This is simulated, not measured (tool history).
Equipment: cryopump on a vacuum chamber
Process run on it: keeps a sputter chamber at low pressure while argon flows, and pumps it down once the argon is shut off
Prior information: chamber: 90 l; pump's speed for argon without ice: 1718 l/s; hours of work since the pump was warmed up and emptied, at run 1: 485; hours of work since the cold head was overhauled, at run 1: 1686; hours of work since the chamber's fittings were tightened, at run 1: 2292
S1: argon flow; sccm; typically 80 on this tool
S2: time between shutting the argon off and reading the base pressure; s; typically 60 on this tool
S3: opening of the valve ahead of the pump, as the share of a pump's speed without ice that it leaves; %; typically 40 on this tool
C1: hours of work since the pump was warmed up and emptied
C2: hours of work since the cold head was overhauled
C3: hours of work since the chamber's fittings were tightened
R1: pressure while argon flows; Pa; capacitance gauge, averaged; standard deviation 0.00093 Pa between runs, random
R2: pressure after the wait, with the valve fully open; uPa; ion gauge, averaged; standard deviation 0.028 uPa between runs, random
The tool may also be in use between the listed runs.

run,hour,S1,S2,S3,C1,C2,C3,R1,R2
1,0,80,60,40,485,1686,2292,0.2114,2.54
2,49,80,60,40,515,1716,2322,0.2153,2.53
3,127.3,80,60,27,562,1764,2369,0.3106,2.58
# hour 138.4: pump warmed up, emptied and cooled again
4,205.6,80,60,27,41,1808,2414,0.2942,2.35
5,288,80,60,27,91,1858,2464,0.2985,2.37
6,333.2,80,60,27,118,1885,2491,0.2955,2.41
7,368.3,80,60,40,139,1907,2512,0.2029,2.42
8,409.8,80,60,40,164,1932,2538,0.2025,2.33
9,448.1,80,60,27,188,1955,2561,0.2968,2.48
10,519.6,116,60,40,231,1998,2604,0.2965,2.5
# hour 562.1: leaking fittings of the chamber tightened, without venting
11,562.1,116,60,40,255,2023,0,0.3008,1.41
12,643.7,80,60,47,305,2072,49,0.177,1.45

Run 13, settings as shown, results not yet in. Your forecast:
13,691.1,132,60,47,334,2101,78,?,?

Logged for run 13: R1 0.2941 Pa, R2 1.43 uPa.
If the tool had no hidden condition, the same run with the same run-to-run variation would have returned R1 0.2761 Pa, R2 1.34 uPa.
